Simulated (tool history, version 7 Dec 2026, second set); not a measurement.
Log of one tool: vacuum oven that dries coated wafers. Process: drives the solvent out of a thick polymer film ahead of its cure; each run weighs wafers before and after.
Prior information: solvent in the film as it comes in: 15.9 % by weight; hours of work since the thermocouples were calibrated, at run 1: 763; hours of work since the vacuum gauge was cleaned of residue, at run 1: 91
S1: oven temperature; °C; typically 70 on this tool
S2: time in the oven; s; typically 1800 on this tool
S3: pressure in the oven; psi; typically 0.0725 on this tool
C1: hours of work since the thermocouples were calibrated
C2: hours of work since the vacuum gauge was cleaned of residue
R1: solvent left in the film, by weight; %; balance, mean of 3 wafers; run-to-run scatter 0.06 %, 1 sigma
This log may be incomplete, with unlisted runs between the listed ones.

run,hour,S1,S2,S3,C1,C2,R1
1,0,70,1800,0.0725,763,91,3.27
2,15.2,70,1800,0.0725,770,98,3.19
3,25.1,70,1800,0.0725,775,103,3.25
4,34.8,70,1800,0.0725,779,107,3.29
5,46.3,70,1800,0.0725,785,112,3.31
6,67.3,70,1800,0.0725,794,122,3.28
7,83.6,70,1800,0.0725,802,130,3.29
8,101.2,70,1620,0.0725,810,138,3.67
9,110.6,70,1620,0.0725,815,142,3.74
10,131.6,70,1620,0.0725,824,152,3.65
11,145,70,1620,0.0725,831,159,3.8
12,158.8,70,1620,0.0725,837,165,3.7
13,170.2,70,1620,0.0725,842,170,3.74
14,189.6,70,1800,0.0725,852,179,3.34
15,209.9,70,1800,0.0725,861,189,3.25
16,218.9,70,1800,0.0725,865,193,3.32
17,230.6,70,1800,0.0725,871,199,3.22
18,242.5,70,1800,0.0725,876,204,3.29
19,251.3,70,1800,0.0725,880,208,3.42
20,271.2,70,1800,0.0725,890,218,3.24
21,285.2,70,1800,0.0725,896,224,3.25
22,296.2,70,1800,0.0725,901,229,3.17
23,313,70,1800,0.0725,909,237,3.23
24,323.3,70,1800,0.0725,914,242,3.26
25,333.7,70,1800,0.0725,919,247,3.27
26,354.6,70,1380,0.0516,929,257,4.36
27,370.6,75,1800,0.2129,936,264,3.06
28,380.2,75,1800,0.2129,941,269,3.11
29,390,79,1800,0.0937,945,273,1.71
30,406.4,65,2160,0.1472,953,281,4.21
31,427.6,81,2100,0.0499,963,291,0.9
32,445.7,81,2100,0.0499,971,299,0.86
33,463.4,81,2100,0.0499,980,307,0.98
34,472.7,81,2100,0.0499,984,312,1.03
35,483,74,1800,0.2727,989,317,3.48
36,497.6,83,1800,0.0409,996,323,1.1
37,509.8,79,2160,0.2709,1001,329,2.05
38,526.2,79,2160,0.2709,1009,337,2.01
39,538.4,78,1080,0.2139,1015,343,4.32
40,556,78,1080,0.2139,1023,351,4.35
41,570.9,71,1740,0.2511,1030,358,4.05
42,588.8,71,2100,0.0761,1038,366,2.61
43,598.3,67,1260,0.1758,1043,371,5.98
44,615.5,67,1260,0.1758,1051,379,6.09
45,630.1,62,1800,0.0364,1058,385,4.92
46,643.5,62,1800,0.0364,1064,392,4.81
47,655.7,79,1020,0.0364,1069,397,3.81

3 ways to go on from here, each from the tool as it stands after run 47. What would each give?
A,667.6,70,1740,0.0555,1075,403,?
B,667.6,69,1800,0.0725,1075,403,?
C,667.6,66,1260,0.0798,1075,403,?

run,R1
A,3.31
B,3.51
C,5.75
Without the tool's hidden state the same runs would have given:
run,R1
A,3.29
B,3.49
C,5.73

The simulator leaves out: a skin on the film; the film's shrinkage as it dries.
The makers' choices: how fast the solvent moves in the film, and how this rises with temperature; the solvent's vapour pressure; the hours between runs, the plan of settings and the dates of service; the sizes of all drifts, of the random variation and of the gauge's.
